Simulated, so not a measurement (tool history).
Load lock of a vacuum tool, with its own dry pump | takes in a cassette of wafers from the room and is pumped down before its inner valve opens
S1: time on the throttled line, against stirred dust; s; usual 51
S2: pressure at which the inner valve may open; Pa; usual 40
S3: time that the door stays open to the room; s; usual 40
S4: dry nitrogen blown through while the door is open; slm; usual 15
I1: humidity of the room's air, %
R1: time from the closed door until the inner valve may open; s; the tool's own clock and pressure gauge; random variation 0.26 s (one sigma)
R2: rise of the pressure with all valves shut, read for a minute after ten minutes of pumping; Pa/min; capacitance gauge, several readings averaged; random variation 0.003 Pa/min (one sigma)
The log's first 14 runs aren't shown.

| run | hour | S1 | S2 | S3 | S4 | I1 | R1 | R2 |
|---|---|---|---|---|---|---|---|---|
| 15 | 1112.8 | 85 | 40 | 40 | 15 | 45.2 | 116.8 | 0.115 |
| 16 | 1206.3 | 85 | 40 | 40 | 15 | 45.9 | 116.5 | 0.117 |
| 17 | 1268.1 | 85 | 40 | 40 | 15 | 44.3 | 116.8 | 0.113 |
| 18 | 1371.3 | 85 | 40 | 40 | 15 | 43.7 | 117.0 | 0.122 |
| 19 | 1463.0 | 85 | 40 | 40 | 15 | 46.8 | 117.1 | 0.129 |
| 20 | 1531.6 | 34 | 45 | 127 | 15 | 45.1 | 80.2 | 0.141 |
| 21 | 1636.9 | 51 | 40 | 40 | 8 | 43.7 | 92.9 | 0.134 |
| 22 | 1728.6 | 51 | 40 | 31 | 16 | 45.8 | 93.1 | 0.123 |
| 23 | 1823.2 | 58 | 34 | 163 | 44 | 44.6 | 99.7 | 0.128 |
| 24 | 1882.1 | 58 | 29 | 29 | 5 | 42.8 | 100.5 | 0.132 |
| 25 | 1970.1 | 58 | 29 | 29 | 5 | 41.9 | 99.9 | 0.135 |
| 26 | 2018.3 | 86 | 30 | 29 | 5 | 45.6 | 120.4 | 0.139 |
| 27 | 2077.8 | 49 | 48 | 99 | 5 | 46.1 | 90.5 | 0.167 |
| 28 | 2180.8 | 49 | 48 | 99 | 9 | 46.4 | 90.6 | 0.158 |
| 29 | 2240.6 | 49 | 33 | 142 | 9 | 44.1 | 93.3 | 0.166 |
| 30 | 2285.0 | 49 | 29 | 208 | 9 | 43.3 | 94.1 | 0.173 |
| 31 | 2378.6 | 30 | 40 | 79 | 6 | 42.9 | 78.5 | 0.159 |
| 32 | 2483.0 | 51 | 40 | 34 | 15 | 47.9 | 93.5 | 0.146 |
| 33 | 2568.2 | 51 | 36 | 57 | 15 | 43.7 | 94.2 | 0.144 |
| 34 | 2676.7 | 51 | 36 | 57 | 15 | 48.6 | 94.0 | 0.153 |
| 35 | 2772.8 | 51 | 36 | 57 | 15 | 42.1 | 94.4 | 0.154 |
| 36 | 2820.9 | 38 | 45 | 112 | 15 | 45.7 | 83.7 | 0.163 |

Forecast each of these 5 alternatives for the next run:
| A | 2889.7 | 51 | 40 | 66 | 15 | 46.5 | ? | ? |
| B | 2889.7 | 53 | 29 | 172 | 15 | 50.8 | ? | ? |
| C | 2889.7 | 38 | 45 | 44 | 15 | 41.6 | ? | ? |
| D | 2889.7 | 33 | 52 | 162 | 15 | 46.2 | ? | ? |
| E | 2889.7 | 55 | 62 | 40 | 7 | 42.1 | ? | ? |

| run | R1 | R2 |
|---|---|---|
| A | 93.6 | 0.155 |
| B | 97.3 | 0.183 |
| C | 83.7 | 0.148 |
| D | 79.3 | 0.167 |
| E | 93.7 | 0.156 |
Without the tool's hidden state the same runs would have given:
| run | R1 | R2 |
|---|---|---|
| A | 89.1 | 0.041 |
| B | 92.5 | 0.070 |
| C | 78.9 | 0.033 |
| D | 74.4 | 0.055 |
| E | 89.7 | 0.043 |
